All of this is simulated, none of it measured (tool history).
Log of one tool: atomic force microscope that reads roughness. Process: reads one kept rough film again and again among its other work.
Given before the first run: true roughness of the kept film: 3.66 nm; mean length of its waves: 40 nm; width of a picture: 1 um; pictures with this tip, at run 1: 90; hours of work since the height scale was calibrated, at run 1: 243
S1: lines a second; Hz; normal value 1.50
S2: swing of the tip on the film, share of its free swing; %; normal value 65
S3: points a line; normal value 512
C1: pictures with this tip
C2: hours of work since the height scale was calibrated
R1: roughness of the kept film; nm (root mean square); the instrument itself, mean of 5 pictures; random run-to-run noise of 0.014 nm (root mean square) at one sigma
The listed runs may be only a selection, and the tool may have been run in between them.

run 1 hour=0.0 | S1=1.50 S2=65 S3=512 | C1=90 C2=243 | R1=3.120
run 2 hour=22.2 | S1=1.50 S2=65 S3=512 | C1=146 C2=261 | R1=3.064
-- hour=39.1 new tip fitted
run 3 hour=48.3 | S1=0.85 S2=65 S3=512 | C1=23 C2=281 | R1=3.382
run 4 hour=86.9 | S1=1.50 S2=62 S3=512 | C1=121 C2=312 | R1=3.136
run 5 hour=108.0 | S1=1.50 S2=62 S3=512 | C1=175 C2=328 | R1=3.062
-- hour=114.6 new tip fitted
run 6 hour=128.8 | S1=1.50 S2=62 S3=512 | C1=36 C2=344 | R1=3.262
run 7 hour=169.4 | S1=1.50 S2=62 S3=961 | C1=139 C2=376 | R1=3.114
-- hour=187.0 new tip fitted
run 8 hour=205.3 | S1=1.50 S2=62 S3=961 | C1=46 C2=404 | R1=3.267
run 9 hour=240.3 | S1=1.50 S2=62 S3=961 | C1=135 C2=432 | R1=3.134
-- hour=260.0 new tip fitted
run 10 hour=262.8 | S1=1.50 S2=65 S3=485 | C1=7 C2=449 | R1=3.259
run 11 hour=290.0 | S1=1.50 S2=70 S3=512 | C1=76 C2=471 | R1=3.107
run 12 hour=321.4 | S1=1.50 S2=65 S3=639 | C1=155 C2=496 | R1=3.070
-- hour=335.2 new tip fitted
run 13 hour=345.2 | S1=1.50 S2=65 S3=639 | C1=26 C2=514 | R1=3.273
run 14 hour=372.4 | S1=1.50 S2=65 S3=512 | C1=94 C2=536 | R1=3.138
run 15 hour=395.3 | S1=1.50 S2=65 S3=512 | C1=153 C2=554 | R1=3.104
-- hour=408.3 new tip fitted
run 16 hour=424.2 | S1=1.50 S2=65 S3=513 | C1=41 C2=576 | R1=3.265
run 17 hour=441.3 | S1=1.50 S2=65 S3=513 | C1=84 C2=590 | R1=3.180
run 18 hour=464.3 | S1=1.50 S2=65 S3=513 | C1=142 C2=608 | R1=3.093
-- hour=481.1 new tip fitted
run 19 hour=486.6 | S1=1.50 S2=65 S3=873 | C1=14 C2=625 | R1=3.263
run 20 hour=519.2 | S1=1.24 S2=62 S3=584 | C1=96 C2=651 | R1=3.237
run 21 hour=546.7 | S1=1.50 S2=56 S3=595 | C1=166 C2=673 | R1=3.164
-- hour=556.2 new tip fitted
run 22 hour=576.2 | S1=3.30 S2=71 S3=595 | C1=51 C2=696 | R1=2.886
run 23 hour=608.1 | S1=0.88 S2=71 S3=257 | C1=132 C2=721 | R1=3.110
-- hour=612.2 height scale calibrated on a step standard
run 24 hour=625.9 | S1=0.88 S2=71 S3=257 | C1=174 C2=11 | R1=3.079
-- hour=630.2 new tip fitted
run 25 hour=650.8 | S1=1.04 S2=65 S3=863 | C1=52 C2=30 | R1=3.338
run 26 hour=676.9 | S1=1.25 S2=69 S3=588 | C1=118 C2=51 | R1=3.153
run 27 hour=696.7 | S1=3.65 S2=69 S3=610 | C1=169 C2=66 | R1=2.732
-- hour=703.9 new tip fitted
run 28 hour=736.8 | S1=0.81 S2=65 S3=280 | C1=83 C2=98 | R1=3.270
-- hour=752.3 height scale calibrated on a step standard, once more
run 29 hour=755.4 | S1=0.81 S2=65 S3=280 | C1=128 C2=2 | R1=3.140
-- hour=778.2 new tip fitted
run 30 hour=792.6 | S1=1.06 S2=85 S3=333 | C1=36 C2=32 | R1=3.001
run 31 hour=816.0 | S1=1.06 S2=85 S3=333 | C1=95 C2=50 | R1=2.941
run 32 hour=844.2 | S1=1.06 S2=85 S3=333 | C1=167 C2=72 | R1=2.834
-- hour=852.5 new tip fitted
run 33 hour=876.6 | S1=2.96 S2=75 S3=347 | C1=61 C2=97 | R1=2.776
run 34 hour=904.7 | S1=2.96 S2=75 S3=347 | C1=132 C2=120 | R1=2.694
-- hour=925.6 new tip fitted
run 35 hour=934.3 | S1=2.96 S2=86 S3=587 | C1=22 C2=143 | R1=2.523
run 36 hour=970.5 | S1=1.39 S2=66 S3=765 | C1=114 C2=171 | R1=3.112

Run 37 comes next. What will it give?
run 37 hour=993.3 | S1=2.38 S2=86 S3=512 | C1=172 C2=189 | R1=?

R1: 2.469 nm (root mean square)
With the hidden condition absent and the run-to-run variation left alone, this run would have shown R1 2.683 nm (root mean square).
